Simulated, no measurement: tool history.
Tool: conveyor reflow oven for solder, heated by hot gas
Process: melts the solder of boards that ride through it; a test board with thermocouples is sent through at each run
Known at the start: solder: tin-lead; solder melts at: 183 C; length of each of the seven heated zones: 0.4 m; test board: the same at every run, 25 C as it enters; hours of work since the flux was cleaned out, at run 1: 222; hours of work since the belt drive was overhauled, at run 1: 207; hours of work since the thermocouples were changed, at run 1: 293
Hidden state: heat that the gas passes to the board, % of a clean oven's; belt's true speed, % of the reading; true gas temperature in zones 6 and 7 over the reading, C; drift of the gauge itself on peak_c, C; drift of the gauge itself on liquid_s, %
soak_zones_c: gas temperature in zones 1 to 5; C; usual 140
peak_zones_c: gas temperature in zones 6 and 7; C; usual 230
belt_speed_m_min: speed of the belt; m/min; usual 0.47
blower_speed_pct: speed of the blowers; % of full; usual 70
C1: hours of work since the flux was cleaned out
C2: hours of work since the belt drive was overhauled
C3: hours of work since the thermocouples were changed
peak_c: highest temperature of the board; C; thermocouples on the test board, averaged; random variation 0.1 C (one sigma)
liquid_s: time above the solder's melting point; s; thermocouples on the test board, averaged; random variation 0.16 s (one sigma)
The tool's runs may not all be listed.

run 1 hour=0 | soak_zones_c=140 peak_zones_c=230 belt_speed_m_min=0.47 blower_speed_pct=70 | C1=222 C2=207 C3=293 | peak_c=211.7 liquid_s=70.7
run 2 hour=4.8 | soak_zones_c=140 peak_zones_c=230 belt_speed_m_min=0.47 blower_speed_pct=70 | C1=224 C2=210 C3=296 | peak_c=211.9 liquid_s=70.5
run 3 hour=14 | soak_zones_c=140 peak_zones_c=230 belt_speed_m_min=0.47 blower_speed_pct=50 | C1=230 C2=215 C3=301 | peak_c=204.8 liquid_s=58.7
run 4 hour=20 | soak_zones_c=140 peak_zones_c=230 belt_speed_m_min=0.47 blower_speed_pct=50 | C1=233 C2=218 C3=304 | peak_c=205.2 liquid_s=58.7
run 5 hour=24.2 | soak_zones_c=140 peak_zones_c=230 belt_speed_m_min=0.47 blower_speed_pct=50 | C1=235 C2=221 C3=307 | peak_c=205.2 liquid_s=58.7
run 6 hour=33.5 | soak_zones_c=140 peak_zones_c=230 belt_speed_m_min=0.47 blower_speed_pct=50 | C1=241 C2=226 C3=312 | peak_c=204.8 liquid_s=58.7
run 7 hour=38.9 | soak_zones_c=140 peak_zones_c=230 belt_speed_m_min=0.47 blower_speed_pct=50 | C1=244 C2=229 C3=315 | peak_c=205.1 liquid_s=58.8
run 8 hour=43.9 | soak_zones_c=140 peak_zones_c=230 belt_speed_m_min=0.47 blower_speed_pct=50 | C1=246 C2=232 C3=318 | peak_c=205.1 liquid_s=58.7
run 9 hour=51.3 | soak_zones_c=140 peak_zones_c=230 belt_speed_m_min=0.47 blower_speed_pct=50 | C1=251 C2=236 C3=322 | peak_c=204.9 liquid_s=58.6
run 10 hour=56.1 | soak_zones_c=140 peak_zones_c=230 belt_speed_m_min=0.47 blower_speed_pct=50 | C1=253 C2=239 C3=325 | peak_c=205 liquid_s=58.6
run 11 hour=60.5 | soak_zones_c=134 peak_zones_c=230 belt_speed_m_min=0.47 blower_speed_pct=50 | C1=256 C2=241 C3=327 | peak_c=203.4 liquid_s=53.2
run 12 hour=69.2 | soak_zones_c=134 peak_zones_c=230 belt_speed_m_min=0.47 blower_speed_pct=50 | C1=261 C2=246 C3=332 | peak_c=203.4 liquid_s=53.2
run 13 hour=75.4 | soak_zones_c=134 peak_zones_c=230 belt_speed_m_min=0.47 blower_speed_pct=50 | C1=264 C2=249 C3=336 | peak_c=203.3 liquid_s=52.9
run 14 hour=81.2 | soak_zones_c=134 peak_zones_c=230 belt_speed_m_min=0.47 blower_speed_pct=50 | C1=267 C2=253 C3=339 | peak_c=203.4 liquid_s=53.1
run 15 hour=90 | soak_zones_c=134 peak_zones_c=230 belt_speed_m_min=0.47 blower_speed_pct=50 | C1=272 C2=258 C3=344 | peak_c=203.4 liquid_s=53.1
run 16 hour=94.8 | soak_zones_c=134 peak_zones_c=230 belt_speed_m_min=0.47 blower_speed_pct=50 | C1=275 C2=260 C3=346 | peak_c=203.3 liquid_s=53.2
run 17 hour=100.5 | soak_zones_c=132 peak_zones_c=245 belt_speed_m_min=0.515 blower_speed_pct=57 | C1=278 C2=263 C3=350 | peak_c=213.5 liquid_s=60.9
run 18 hour=109.5 | soak_zones_c=132 peak_zones_c=245 belt_speed_m_min=0.515 blower_speed_pct=57 | C1=283 C2=269 C3=355 | peak_c=213.6 liquid_s=60.9
run 19 hour=116.1 | soak_zones_c=155 peak_zones_c=230 belt_speed_m_min=0.47 blower_speed_pct=56 | C1=287 C2=272 C3=358 | peak_c=211.2 liquid_s=77.4
run 20 hour=124.4 | soak_zones_c=155 peak_zones_c=222 belt_speed_m_min=0.473 blower_speed_pct=56 | C1=292 C2=277 C3=363 | peak_c=204.7 liquid_s=67
run 21 hour=131.8 | soak_zones_c=140 peak_zones_c=222 belt_speed_m_min=0.47 blower_speed_pct=70 | C1=296 C2=281 C3=367 | peak_c=205.2 liquid_s=61.3
run 22 hour=136.3 | soak_zones_c=140 peak_zones_c=237 belt_speed_m_min=0.519 blower_speed_pct=70 | C1=298 C2=284 C3=370 | peak_c=213.8 liquid_s=65.1
run 23 hour=142.4 | soak_zones_c=134 peak_zones_c=228 belt_speed_m_min=0.457 blower_speed_pct=82 | C1=302 C2=287 C3=373 | peak_c=212.5 liquid_s=72
-- hour=151 flux residue cleaned out of gas plates and filters
run 24 hour=151.3 | soak_zones_c=152 peak_zones_c=230 belt_speed_m_min=0.461 blower_speed_pct=70 | C1=0 C2=289 C3=375 | peak_c=216.4 liquid_s=84.8
run 25 hour=157.9 | soak_zones_c=152 peak_zones_c=230 belt_speed_m_min=0.461 blower_speed_pct=70 | C1=4 C2=293 C3=379 | peak_c=216.4 liquid_s=84.4
run 26 hour=162.6 | soak_zones_c=152 peak_zones_c=230 belt_speed_m_min=0.461 blower_speed_pct=66 | C1=7 C2=296 C3=382 | peak_c=215.2 liquid_s=83.4
run 27 hour=171.9 | soak_zones_c=135 peak_zones_c=229 belt_speed_m_min=0.461 blower_speed_pct=66 | C1=12 C2=301 C3=387 | peak_c=211.1 liquid_s=69.2
run 28 hour=179.6 | soak_zones_c=131 peak_zones_c=230 belt_speed_m_min=0.47 blower_speed_pct=76 | C1=16 C2=305 C3=391 | peak_c=213.1 liquid_s=69.4
run 29 hour=184 | soak_zones_c=140 peak_zones_c=229 belt_speed_m_min=0.47 blower_speed_pct=70 | C1=19 C2=308 C3=394 | peak_c=212.5 liquid_s=72.3
run 30 hour=191.2 | soak_zones_c=140 peak_zones_c=230 belt_speed_m_min=0.521 blower_speed_pct=72 | C1=23 C2=312 C3=398 | peak_c=210.5 liquid_s=61.8
run 31 hour=195.9 | soak_zones_c=140 peak_zones_c=230 belt_speed_m_min=0.521 blower_speed_pct=72 | C1=25 C2=314 C3=400 | peak_c=210.4 liquid_s=61.8
run 32 hour=204.4 | soak_zones_c=140 peak_zones_c=240 belt_speed_m_min=0.451 blower_speed_pct=67 | C1=30 C2=319 C3=405 | peak_c=222.5 liquid_s=86.5

Some steps in peak_c between neighbouring runs. How much of each would the tool show without its hidden state too (settings, what came in, random variation), and how much is left for the hidden state, with any gauge scatter that isn't in both results?
Run 16 -> 17: soak_zones_c 134 -> 132, peak_zones_c 230 -> 245, belt_speed_m_min 0.47 -> 0.515, blower_speed_pct 50 -> 57. peak_c +10.2 C: hidden state -0.4, all else +10.6.
Run 18 -> 19: soak_zones_c 132 -> 155, peak_zones_c 245 -> 230, belt_speed_m_min 0.515 -> 0.47, blower_speed_pct 57 -> 56. peak_c -2.4 C: hidden state +0.6, all else -3.
Run 21 -> 22: peak_zones_c 222 -> 237, belt_speed_m_min 0.47 -> 0.519. peak_c +8.6 C: hidden state -0.4, all else +9.
Run 23 -> 24: soak_zones_c 134 -> 152, peak_zones_c 228 -> 230, belt_speed_m_min 0.457 -> 0.461, blower_speed_pct 82 -> 70, flux residue cleaned out of gas plates and filters. peak_c +3.9 C: hidden state +1.8, all else +2.1.
Run 31 -> 32: peak_zones_c 230 -> 240, belt_speed_m_min 0.521 -> 0.451, blower_speed_pct 72 -> 67. peak_c +12.1 C: hidden state +0, all else +12.1.
